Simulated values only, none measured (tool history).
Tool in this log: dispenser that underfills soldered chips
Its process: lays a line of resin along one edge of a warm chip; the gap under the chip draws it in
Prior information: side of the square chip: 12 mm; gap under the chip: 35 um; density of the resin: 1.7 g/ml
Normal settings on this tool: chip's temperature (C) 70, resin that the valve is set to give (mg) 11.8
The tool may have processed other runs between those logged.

| run | hour | chip's temperature (C) | resin that the valve is set to give (mg) | time until the resin shows at the far edge (s) | resin that the valve gave (mg) |
|---|---|---|---|---|---|
| 1 | 0.0 | 70 | 11.8 | 178.1 | 11.45 |
| 2 | 12.3 | 70 | 11.8 | 225.7 | 11.41 |
| 3 | 24.1 | 70 | 11.8 | 260.1 | 11.76 |
| 4 | 37.5 | 70 | 11.8 | 202.5 | 11.73 |
| 5 | 49.3 | 70 | 11.8 | 249.4 | 11.69 |
| 6 | 54.9 | 70 | 11.8 | 211.0 | 11.68 |
| 7 | 67.1 | 70 | 11.8 | 264.0 | 11.67 |
| 8 | 72.7 | 70 | 11.8 | 215.5 | 11.66 |
| 9 | 82.4 | 70 | 11.8 | 225.0 | 11.60 |
| 10 | 92.2 | 70 | 11.8 | 239.4 | 11.58 |
| 11 | 100.6 | 70 | 11.8 | 238.0 | 11.58 |
| 12 | 106.6 | 82 | 13.4 | 109.7 | 13.11 |
| 13 | 116.2 | 58 | 13.3 | 388.9 | 12.96 |
| 14 | 123.0 | 70 | 15.2 | 189.2 | 14.77 |
| 15 | 130.1 | 65 | 11.8 | 235.2 | 11.46 |
| 16 | 135.6 | 65 | 11.8 | 323.9 | 11.43 |
| 17 | 146.6 | 65 | 11.8 | 221.4 | 11.43 |
| 18 | 157.8 | 78 | 10.7 | 148.2 | 10.32 |
| 19 | 165.9 | 78 | 10.7 | 142.2 | 10.29 |

Withheld: 20 entries from between the runs. Position of each, and hidden state at the listed run before versus the listed run after:
Logged between run 1 and run 2: new syringe of resin (hour 7.8)
  resin's viscosity, % of fresh resin's: 106.1 -> 131.2; dose that the valve gives, % of what is set: 97.16 -> 96.88; true chip temperature over the reading, C: -1.51 -> -1.54
  what was measured, less what the result would be without the hidden state, time until the resin shows at the far edge (s): +23.5 -> +67.6; resin that the valve gave (mg): -0.34 -> -0.37
Logged between run 2 and run 3: new syringe of resin (hour 16.5); dispensing valve cleaned and set on the balance (hour 23.9)
  resin's viscosity, % of fresh resin's: 131.2 -> 148.9; dose that the valve gives, % of what is set: 96.88 -> 99.84; true chip temperature over the reading, C: -1.54 -> -1.57
  what was measured, less what the result would be without the hidden state, time until the resin shows at the far edge (s): +67.6 -> +98.4; resin that the valve gave (mg): -0.37 -> -0.02
Logged between run 3 and run 4: new syringe of resin (hour 26.0); new syringe of resin (hour 34.5)
  resin's viscosity, % of fresh resin's: 148.9 -> 118.8; dose that the valve gives, % of what is set: 99.84 -> 99.51; true chip temperature over the reading, C: -1.57 -> -1.61
  what was measured, less what the result would be without the hidden state, time until the resin shows at the far edge (s): +98.4 -> +45.3; resin that the valve gave (mg): -0.02 -> -0.06
Logged between run 4 and run 5: new syringe of resin (hour 43.2)
  resin's viscosity, % of fresh resin's: 118.8 -> 143.8; dose that the valve gives, % of what is set: 99.51 -> 99.23; true chip temperature over the reading, C: -1.61 -> -1.65
  what was measured, less what the result would be without the hidden state, time until the resin shows at the far edge (s): +45.3 -> +89.7; resin that the valve gave (mg): -0.06 -> -0.09
Logged between run 5 and run 6: new syringe of resin (hour 51.5)
  resin's viscosity, % of fresh resin's: 143.8 -> 122.2; dose that the valve gives, % of what is set: 99.23 -> 99.08; true chip temperature over the reading, C: -1.65 -> -1.66
  what was measured, less what the result would be without the hidden state, time until the resin shows at the far edge (s): +89.7 -> +52.3; resin that the valve gave (mg): -0.09 -> -0.11
Logged between run 6 and run 7: new syringe of resin (hour 60.3)
  resin's viscosity, % of fresh resin's: 122.2 -> 148.7; dose that the valve gives, % of what is set: 99.08 -> 98.78; true chip temperature over the reading, C: -1.66 -> -1.7
  what was measured, less what the result would be without the hidden state, time until the resin shows at the far edge (s): +52.3 -> +101.3; resin that the valve gave (mg): -0.11 -> -0.14
Logged between run 7 and run 8: new syringe of resin (hour 69.1)
  resin's viscosity, % of fresh resin's: 148.7 -> 124.7; dose that the valve gives, % of what is set: 98.78 -> 98.65; true chip temperature over the reading, C: -1.7 -> -1.71
  what was measured, less what the result would be without the hidden state, time until the resin shows at the far edge (s): +101.3 -> +57.3; resin that the valve gave (mg): -0.14 -> -0.16
Logged between run 8 and run 9: new syringe of resin (hour 78.3)
  resin's viscosity, % of fresh resin's: 124.7 -> 128.1; dose that the valve gives, % of what is set: 98.65 -> 98.41; true chip temperature over the reading, C: -1.71 -> -1.74
  what was measured, less what the result would be without the hidden state, time until the resin shows at the far edge (s): +57.3 -> +64.4; resin that the valve gave (mg): -0.16 -> -0.19
Logged between run 9 and run 10: new syringe of resin (hour 86.9)
  resin's viscosity, % of fresh resin's: 128.1 -> 136.9; dose that the valve gives, % of what is set: 98.41 -> 98.17; true chip temperature over the reading, C: -1.74 -> -1.77
  what was measured, less what the result would be without the hidden state, time until the resin shows at the far edge (s): +64.4 -> +79.8; resin that the valve gave (mg): -0.19 -> -0.21
Logged between run 10 and run 11: new syringe of resin (hour 95.5)
  resin's viscosity, % of fresh resin's: 136.9 -> 136.7; dose that the valve gives, % of what is set: 98.17 -> 97.95; true chip temperature over the reading, C: -1.77 -> -1.79
  what was measured, less what the result would be without the hidden state, time until the resin shows at the far edge (s): +79.8 -> +79.3; resin that the valve gave (mg): -0.21 -> -0.24
Logged between run 11 and run 12: new syringe of resin (hour 104.4)
  resin's viscosity, % of fresh resin's: 136.7 -> 113.7; dose that the valve gives, % of what is set: 97.95 -> 97.81; true chip temperature over the reading, C: -1.79 -> -1.81
  what was measured, less what the result would be without the hidden state, time until the resin shows at the far edge (s): +79.3 -> +21.4; resin that the valve gave (mg): -0.24 -> -0.30
Logged between run 12 and run 13: new syringe of resin (hour 112.6)
  resin's viscosity, % of fresh resin's: 113.7 -> 123.3; dose that the valve gives, % of what is set: 97.81 -> 97.56; true chip temperature over the reading, C: -1.81 -> -1.84
  what was measured, less what the result would be without the hidden state, time until the resin shows at the far edge (s): +21.4 -> +103.7; resin that the valve gave (mg): -0.30 -> -0.32
Logged between run 13 and run 14: new syringe of resin (hour 121.3)
  resin's viscosity, % of fresh resin's: 123.3 -> 112.1; dose that the valve gives, % of what is set: 97.56 -> 97.4; true chip temperature over the reading, C: -1.84 -> -1.86
  what was measured, less what the result would be without the hidden state, time until the resin shows at the far edge (s): +103.7 -> +35.6; resin that the valve gave (mg): -0.32 -> -0.40
Logged between run 14 and run 15: new syringe of resin (hour 129.5)
  resin's viscosity, % of fresh resin's: 112.1 -> 103.5; dose that the valve gives, % of what is set: 97.4 -> 97.24; true chip temperature over the reading, C: -1.86 -> -1.88
  what was measured, less what the result would be without the hidden state, time until the resin shows at the far edge (s): +35.6 -> +30.0; resin that the valve gave (mg): -0.40 -> -0.33
Logged between run 16 and run 17: new syringe of resin (hour 138.0); new syringe of resin (hour 146.4)
  resin's viscosity, % of fresh resin's: 142.9 -> 100.3; dose that the valve gives, % of what is set: 97.1 -> 96.86; true chip temperature over the reading, C: -1.9 -> -1.93
  what was measured, less what the result would be without the hidden state, time until the resin shows at the far edge (s): +119.7 -> +22.8; resin that the valve gave (mg): -0.34 -> -0.37
Logged between run 17 and run 18: new syringe of resin (hour 154.8)
  resin's viscosity, % of fresh resin's: 100.3 -> 120.3; dose that the valve gives, % of what is set: 96.86 -> 96.6; true chip temperature over the reading, C: -1.93 -> -1.96
  what was measured, less what the result would be without the hidden state, time until the resin shows at the far edge (s): +22.8 -> +37.3; resin that the valve gave (mg): -0.37 -> -0.36
Logged between run 18 and run 19: new syringe of resin (hour 163.7)
  resin's viscosity, % of fresh resin's: 120.3 -> 115; dose that the valve gives, % of what is set: 96.6 -> 96.42; true chip temperature over the reading, C: -1.96 -> -1.98
  what was measured, less what the result would be without the hidden state, time until the resin shows at the far edge (s): +37.3 -> +31.1; resin that the valve gave (mg): -0.36 -> -0.38

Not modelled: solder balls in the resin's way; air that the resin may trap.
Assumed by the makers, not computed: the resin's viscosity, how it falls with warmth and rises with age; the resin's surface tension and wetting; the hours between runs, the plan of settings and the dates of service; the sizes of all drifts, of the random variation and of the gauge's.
